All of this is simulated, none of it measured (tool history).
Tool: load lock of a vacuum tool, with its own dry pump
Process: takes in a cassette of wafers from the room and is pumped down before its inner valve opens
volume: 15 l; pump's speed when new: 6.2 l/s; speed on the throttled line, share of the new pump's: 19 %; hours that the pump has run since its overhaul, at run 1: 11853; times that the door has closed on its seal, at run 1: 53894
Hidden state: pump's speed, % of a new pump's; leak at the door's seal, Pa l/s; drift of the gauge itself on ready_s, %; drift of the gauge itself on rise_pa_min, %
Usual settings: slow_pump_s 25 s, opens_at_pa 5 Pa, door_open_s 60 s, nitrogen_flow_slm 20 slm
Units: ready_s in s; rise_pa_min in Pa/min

run	hour	slow_pump_s	opens_at_pa	door_open_s	nitrogen_flow_slm	hours that the pump has run since its overhaul	times that the door has closed on its seal	incoming humidity of the room's air, %	ready_s	rise_pa_min
1	0	25	5	60	20	11853	53894	44.2	44.4	0.049
2	281.4	25	5	60	20	12135	55221	44	44.6	0.05
3	735.6	25	5	60	20	12589	57362	45.8	44.7	0.055
4	943.4	25	5	60	13	12797	58342	47.7	45	0.059
5	1431.4	25	5	60	20	13285	60643	44.6	44.9	0.053
6	1757.7	25	5	60	15	13611	62182	45.8	44.6	0.059
7	2038.5	25	5	60	15	13892	63506	46.5	44.6	0.061
# hour 2323.5: dry pump taken out, an overhauled one fitted
8	2530	25	5	60	15	207	65795	43.7	44.7	0.052
9	2854.2	25	5	60	15	531	67324	45.8	44.5	0.053
10	3283	15	6	80	20	959	69346	47.9	36.3	0.055
11	3516.6	15	6	76	11	1193	70447	45.8	36.3	0.07
12	3956.5	13	7	76	12	1633	72521	47.5	33.9	0.069
# hour 4337.9: door's seal changed, seat wiped
13	4344.6	28	8	174	14	2020	32	41.2	46.1	0.081

Run 14 comes next. What will it give?
14	4634.8	25	5	60	16	2310	1400	40.7	?	?

ready_s: 44.4 s
rise_pa_min: 0.048 Pa/min
Without the tool's hidden state the same run would have given ready_s 44.4 s, rise_pa_min 0.048 Pa/min.

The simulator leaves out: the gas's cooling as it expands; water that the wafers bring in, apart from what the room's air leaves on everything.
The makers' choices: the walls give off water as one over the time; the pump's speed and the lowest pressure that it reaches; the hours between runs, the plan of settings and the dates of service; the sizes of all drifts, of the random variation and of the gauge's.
